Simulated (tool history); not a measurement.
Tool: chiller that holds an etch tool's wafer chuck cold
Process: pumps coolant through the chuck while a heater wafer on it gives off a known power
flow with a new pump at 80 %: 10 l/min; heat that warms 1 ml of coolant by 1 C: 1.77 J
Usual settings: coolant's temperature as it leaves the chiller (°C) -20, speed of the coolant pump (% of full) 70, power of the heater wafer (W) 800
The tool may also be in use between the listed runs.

run,hour,coolant's temperature as it leaves the chiller (°C),speed of the coolant pump (% of full),power of the heater wafer (W),chuck's temperature once it has settled (°C),how much warmer the coolant comes back (C)
1,0.0,-20,70,800,-7.5,3.16
2,33.5,-20,70,800,-7.6,3.16
3,73.1,-20,70,800,-7.5,3.13
4,96.8,-20,70,800,-7.4,3.16
5,137.1,-14,70,800,-1.4,3.16
6,171.6,-20,70,950,-5.0,3.75
7,189.6,-20,70,950,-5.1,3.74
8,207.8,-20,70,950,-4.9,3.75
9,246.8,-20,70,950,-4.9,3.74
10,283.9,-20,70,1180,-1.3,4.68
# hour 288.5: chiller's thermometer calibrated
11,302.6,-20,92,800,-9.5,2.39
12,339.8,-20,70,800,-7.2,3.17
13,367.3,-20,70,800,-7.3,3.18
14,391.4,-20,66,800,-6.5,3.39
15,424.8,-20,66,800,-6.7,3.38
16,455.1,-20,70,800,-7.3,3.19
17,488.1,-28,70,722,-16.5,2.87
# hour 518.2: chiller's thermometer calibrated, once more
18,521.6,-28,70,722,-16.5,2.88
19,545.7,-28,70,722,-16.5,2.89
20,575.4,-28,70,722,-16.4,2.87
21,600.1,-20,70,1176,-1.1,4.66
22,618.4,-20,94,800,-10.1,2.35
23,655.7,-25,94,800,-14.9,2.36
24,691.7,-26,94,549,-19.1,1.63
25,722.5,-20,83,549,-12.5,1.84
26,741.5,-20,83,549,-12.4,1.82

The next listed run, before its measurement:
27,774.6,-20,83,549,?,?

Run 27 gave chuck's temperature once it has settled (°C) -12.5, how much warmer the coolant comes back (C) 1.84.
Without the tool's hidden state the same run would have given chuck's temperature once it has settled (°C) -13.6, how much warmer the coolant comes back (C) 1.81.
